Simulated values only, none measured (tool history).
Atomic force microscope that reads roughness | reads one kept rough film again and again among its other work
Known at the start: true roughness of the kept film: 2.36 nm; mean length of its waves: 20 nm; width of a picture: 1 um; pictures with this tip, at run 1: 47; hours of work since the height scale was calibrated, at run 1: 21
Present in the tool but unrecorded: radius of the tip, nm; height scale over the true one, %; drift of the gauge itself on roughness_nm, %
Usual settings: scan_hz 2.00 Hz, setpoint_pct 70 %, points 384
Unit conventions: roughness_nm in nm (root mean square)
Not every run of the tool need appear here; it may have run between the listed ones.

run,day,scan_hz,setpoint_pct,points,pictures with this tip,hours of work since the height scale was calibrated,roughness_nm
1,0.000,2.00,70,384,47,21,1.901
2,0.396,2.00,70,384,65,27,1.902
3,0.642,2.00,70,384,76,31,1.889
# day 0.796: new tip fitted
4,0.867,2.00,70,712,3,34,1.926
5,1.112,2.00,70,816,14,37,1.915
6,1.279,2.00,70,816,21,40,1.916
7,1.646,2.00,70,816,38,45,1.911
8,1.992,2.00,70,816,54,50,1.914
9,2.292,2.00,70,621,67,54,1.897
10,2.617,2.00,70,621,82,59,1.897
# day 2.662: new tip fitted
11,2.833,2.00,70,621,7,62,1.917
12,3.121,2.00,70,621,21,66,1.906
13,3.342,2.00,70,384,31,69,1.889
14,3.633,2.00,70,676,44,73,1.922
15,3.821,2.00,70,676,52,76,1.924
16,4.121,2.00,66,384,66,80,1.904
17,4.458,2.00,70,620,81,85,1.918
# day 4.529: new tip fitted
18,4.646,2.00,70,384,5,88,1.918
19,5.038,2.00,70,710,23,93,1.916
20,5.242,2.00,70,710,32,96,1.912
21,5.412,2.00,70,710,40,99,1.919
22,5.662,2.00,70,710,51,102,1.925
23,6.004,2.00,63,384,67,107,1.962
24,6.262,2.00,70,384,78,111,1.881
# day 6.388: new tip fitted
25,6.612,2.00,70,384,10,116,1.900
26,6.788,0.58,70,384,18,118,2.020
27,6.967,2.00,59,384,26,121,1.965
28,7.329,2.00,59,384,43,126,1.980
29,7.621,2.00,59,384,56,130,1.975
30,7.975,2.84,57,657,72,135,1.972
# day 8.267: new tip fitted
31,8.350,2.00,73,384,4,140,1.882
32,8.746,2.00,73,384,22,146,1.855
33,9.054,2.00,73,384,36,151,1.855
34,9.217,2.91,65,843,43,153,1.901
35,9.592,0.51,74,272,60,158,1.982
36,9.762,0.51,74,272,68,161,1.992
37,10.088,0.51,74,272,82,165,1.984
# day 10.138: new tip fitted
38,10.308,3.02,70,1024,7,168,1.840
39,10.483,0.55,86,654,15,171,1.977
40,10.683,0.55,86,654,24,174,1.994
41,11.025,0.55,90,439,40,179,1.951
42,11.408,0.55,55,332,57,184,2.039
43,11.675,0.55,55,332,69,188,2.028
44,11.954,0.71,56,331,82,192,2.025
# day 12.000: new tip fitted
45,12.254,0.71,56,331,11,196,2.037
46,12.488,0.71,56,331,22,200,2.033
47,12.804,0.71,56,331,36,204,2.037
48,13.138,2.99,70,696,51,209,1.832
49,13.396,3.69,79,836,63,213,1.648
50,13.792,3.69,79,836,81,218,1.630
# day 13.879: new tip fitted
51,14.117,1.72,74,701,11,223,1.910
52,14.383,1.59,70,465,22,227,1.941

Entry by entry between the runs, the difference in hidden state between the last listed run before and the first listed run after:
In the gap between runs 3 and 4: new tip fitted (day 0.796)
  radius of the tip, nm: 5.1 -> 5
In the gap between runs 10 and 11: new tip fitted (day 2.662)
  radius of the tip, nm: 5.1 -> 5
In the gap between runs 17 and 18: new tip fitted (day 4.529)
  radius of the tip, nm: 5.1 -> 5
In the gap between runs 24 and 25: new tip fitted (day 6.388)
  radius of the tip, nm: 5.1 -> 5
In the gap between runs 30 and 31: new tip fitted (day 8.267)
  radius of the tip, nm: 5.1 -> 5
In the gap between runs 37 and 38: new tip fitted (day 10.138)
  radius of the tip, nm: 5.1 -> 5
In the gap between runs 44 and 45: new tip fitted (day 12.000)
  radius of the tip, nm: 5.1 -> 5
In the gap between runs 50 and 51: new tip fitted (day 13.879)
  radius of the tip, nm: 5.1 -> 5
